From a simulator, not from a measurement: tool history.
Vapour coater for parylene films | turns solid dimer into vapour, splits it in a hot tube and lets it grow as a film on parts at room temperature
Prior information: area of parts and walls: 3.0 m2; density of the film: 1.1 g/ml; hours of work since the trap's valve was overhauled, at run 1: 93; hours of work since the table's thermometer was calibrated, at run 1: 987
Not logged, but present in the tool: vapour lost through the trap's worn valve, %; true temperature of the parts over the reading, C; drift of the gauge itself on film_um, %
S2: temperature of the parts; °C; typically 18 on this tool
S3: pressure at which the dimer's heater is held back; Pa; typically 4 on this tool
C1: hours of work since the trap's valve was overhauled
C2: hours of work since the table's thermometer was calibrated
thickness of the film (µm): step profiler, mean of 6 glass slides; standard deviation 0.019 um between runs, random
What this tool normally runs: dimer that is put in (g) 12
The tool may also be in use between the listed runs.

{"run": 1, "hour": 0.0, "dimer that is put in (g)": 12, "S2": 18, "S3": 4, "C1": 93, "C2": 987, "thickness of the film (µm)": 1.95}
{"hour": 45.4, "done": "table's thermometer calibrated"}
{"run": 2, "hour": 45.4, "dimer that is put in (g)": 12, "S2": 12, "S3": 4, "C1": 128, "C2": 0, "thickness of the film (µm)": 2.29}
{"run": 3, "hour": 84.2, "dimer that is put in (g)": 12, "S2": 12, "S3": 4, "C1": 158, "C2": 31, "thickness of the film (µm)": 2.21}
{"run": 4, "hour": 137.1, "dimer that is put in (g)": 12, "S2": 18, "S3": 4, "C1": 200, "C2": 73, "thickness of the film (µm)": 1.89}
{"run": 5, "hour": 189.2, "dimer that is put in (g)": 6, "S2": 18, "S3": 4, "C1": 242, "C2": 114, "thickness of the film (µm)": 0.93}
{"run": 6, "hour": 234.9, "dimer that is put in (g)": 6, "S2": 18, "S3": 4, "C1": 278, "C2": 150, "thickness of the film (µm)": 0.9}
{"hour": 257.5, "done": "trap's valve overhauled"}
{"run": 7, "hour": 298.0, "dimer that is put in (g)": 6, "S2": 18, "S3": 6.06, "C1": 32, "C2": 197, "thickness of the film (µm)": 0.95}
{"run": 8, "hour": 350.3, "dimer that is put in (g)": 12, "S2": 18, "S3": 4, "C1": 73, "C2": 238, "thickness of the film (µm)": 2.03}
{"run": 9, "hour": 420.7, "dimer that is put in (g)": 12, "S2": 18, "S3": 4, "C1": 129, "C2": 294, "thickness of the film (µm)": 1.99}
{"run": 10, "hour": 483.6, "dimer that is put in (g)": 12, "S2": 18, "S3": 4, "C1": 179, "C2": 344, "thickness of the film (µm)": 1.88}
{"run": 11, "hour": 558.0, "dimer that is put in (g)": 12, "S2": 18, "S3": 4, "C1": 238, "C2": 403, "thickness of the film (µm)": 1.86}
{"run": 12, "hour": 588.6, "dimer that is put in (g)": 12, "S2": 18, "S3": 4, "C1": 262, "C2": 427, "thickness of the film (µm)": 1.78}
{"hour": 628.0, "done": "trap's valve overhauled"}
{"run": 13, "hour": 655.5, "dimer that is put in (g)": 12, "S2": 18, "S3": 11.24, "C1": 22, "C2": 477, "thickness of the film (µm)": 1.78}
{"run": 14, "hour": 697.8, "dimer that is put in (g)": 12, "S2": 18, "S3": 11.24, "C1": 55, "C2": 510, "thickness of the film (µm)": 1.74}
{"run": 15, "hour": 769.5, "dimer that is put in (g)": 12, "S2": 18, "S3": 11.24, "C1": 112, "C2": 567, "thickness of the film (µm)": 1.68}
{"run": 16, "hour": 804.1, "dimer that is put in (g)": 12, "S2": 18, "S3": 11.24, "C1": 139, "C2": 595, "thickness of the film (µm)": 1.65}
{"run": 17, "hour": 866.3, "dimer that is put in (g)": 12, "S2": 18, "S3": 11.24, "C1": 189, "C2": 644, "thickness of the film (µm)": 1.64}
{"run": 18, "hour": 903.5, "dimer that is put in (g)": 12, "S2": 18, "S3": 11.24, "C1": 218, "C2": 673, "thickness of the film (µm)": 1.58}
{"run": 19, "hour": 945.9, "dimer that is put in (g)": 12, "S2": 18, "S3": 11.24, "C1": 252, "C2": 707, "thickness of the film (µm)": 1.56}
{"hour": 1003.3, "done": "trap's valve overhauled"}
{"run": 20, "hour": 1004.8, "dimer that is put in (g)": 12, "S2": 18, "S3": 11.24, "C1": 1, "C2": 750, "thickness of the film (µm)": 1.77}
{"run": 21, "hour": 1058.6, "dimer that is put in (g)": 12, "S2": 15, "S3": 4, "C1": 44, "C2": 793, "thickness of the film (µm)": 2.16}
{"run": 22, "hour": 1133.8, "dimer that is put in (g)": 12, "S2": 15, "S3": 4, "C1": 103, "C2": 853, "thickness of the film (µm)": 2.1}
{"run": 23, "hour": 1177.0, "dimer that is put in (g)": 5, "S2": 13, "S3": 4, "C1": 138, "C2": 887, "thickness of the film (µm)": 0.88}
{"run": 24, "hour": 1249.2, "dimer that is put in (g)": 5, "S2": 18, "S3": 4.14, "C1": 195, "C2": 944, "thickness of the film (µm)": 0.76}
{"run": 25, "hour": 1310.9, "dimer that is put in (g)": 12, "S2": 29, "S3": 4.68, "C1": 244, "C2": 993, "thickness of the film (µm)": 1.36}
{"hour": 1349.3, "done": "table's thermometer calibrated"}
{"run": 26, "hour": 1360.8, "dimer that is put in (g)": 12, "S2": 29, "S3": 4.68, "C1": 282, "C2": 9, "thickness of the film (µm)": 1.34}
{"hour": 1376.3, "done": "trap's valve overhauled"}
{"run": 27, "hour": 1426.3, "dimer that is put in (g)": 13, "S2": 17, "S3": 6, "C1": 40, "C2": 58, "thickness of the film (µm)": 2.17}
{"run": 28, "hour": 1484.4, "dimer that is put in (g)": 18, "S2": 18, "S3": 6, "C1": 86, "C2": 104, "thickness of the film (µm)": 2.85}
{"run": 29, "hour": 1520.8, "dimer that is put in (g)": 12, "S2": 13, "S3": 8.06, "C1": 114, "C2": 133, "thickness of the film (µm)": 2}
{"run": 30, "hour": 1593.3, "dimer that is put in (g)": 6, "S2": 24, "S3": 4, "C1": 172, "C2": 190, "thickness of the film (µm)": 0.84}
{"run": 31, "hour": 1654.0, "dimer that is put in (g)": 12, "S2": 25, "S3": 9.99, "C1": 220, "C2": 238, "thickness of the film (µm)": 1.39}
{"run": 32, "hour": 1712.4, "dimer that is put in (g)": 12, "S2": 14, "S3": 4, "C1": 266, "C2": 284, "thickness of the film (µm)": 2}
{"hour": 1749.5, "done": "trap's valve overhauled"}
{"run": 33, "hour": 1768.5, "dimer that is put in (g)": 12, "S2": 10, "S3": 2.08, "C1": 15, "C2": 326, "thickness of the film (µm)": 2.72}
{"run": 34, "hour": 1835.6, "dimer that is put in (g)": 14, "S2": 13, "S3": 4, "C1": 68, "C2": 379, "thickness of the film (µm)": 2.6}
{"run": 35, "hour": 1885.7, "dimer that is put in (g)": 14, "S2": 19, "S3": 2.28, "C1": 108, "C2": 419, "thickness of the film (µm)": 2.44}
{"run": 36, "hour": 1925.9, "dimer that is put in (g)": 6, "S2": 12, "S3": 4, "C1": 140, "C2": 450, "thickness of the film (µm)": 1.13}
{"run": 37, "hour": 1974.3, "dimer that is put in (g)": 14, "S2": 14, "S3": 4, "C1": 178, "C2": 489, "thickness of the film (µm)": 2.42}

Subtracting, for every run, the result it would have given without the tool's unlogged condition from the measured result gives the following. The same run-to-run variation enters both numbers; the gauge's scatter may not:
run=1 thickness_of_the_film_(µm)=-0.12
run=2 thickness_of_the_film_(µm)=-0.17
run=3 thickness_of_the_film_(µm)=-0.2
run=4 thickness_of_the_film_(µm)=-0.22
run=5 thickness_of_the_film_(µm)=-0.13
run=6 thickness_of_the_film_(µm)=-0.15
run=7 thickness_of_the_film_(µm)=-0.02
run=8 thickness_of_the_film_(µm)=-0.09
run=9 thickness_of_the_film_(µm)=-0.15
run=10 thickness_of_the_film_(µm)=-0.2
run=11 thickness_of_the_film_(µm)=-0.25
run=12 thickness_of_the_film_(µm)=-0.28
run=13 thickness_of_the_film_(µm)=-0.03
run=14 thickness_of_the_film_(µm)=-0.07
run=15 thickness_of_the_film_(µm)=-0.12
run=16 thickness_of_the_film_(µm)=-0.15
run=17 thickness_of_the_film_(µm)=-0.18
run=18 thickness_of_the_film_(µm)=-0.21
run=19 thickness_of_the_film_(µm)=-0.24
run=20 thickness_of_the_film_(µm)=-0.04
run=21 thickness_of_the_film_(µm)=-0.09
run=22 thickness_of_the_film_(µm)=-0.17
run=23 thickness_of_the_film_(µm)=-0.09
run=24 thickness_of_the_film_(µm)=-0.1
run=25 thickness_of_the_film_(µm)=-0.22
run=26 thickness_of_the_film_(µm)=-0.23
run=27 thickness_of_the_film_(µm)=-0.06
run=28 thickness_of_the_film_(µm)=-0.14
run=29 thickness_of_the_film_(µm)=-0.13
run=30 thickness_of_the_film_(µm)=-0.08
run=31 thickness_of_the_film_(µm)=-0.17
run=32 thickness_of_the_film_(µm)=-0.32
run=33 thickness_of_the_film_(µm)=-0.05
run=34 thickness_of_the_film_(µm)=-0.12
run=35 thickness_of_the_film_(µm)=-0.17
run=36 thickness_of_the_film_(µm)=-0.1
run=37 thickness_of_the_film_(µm)=-0.27
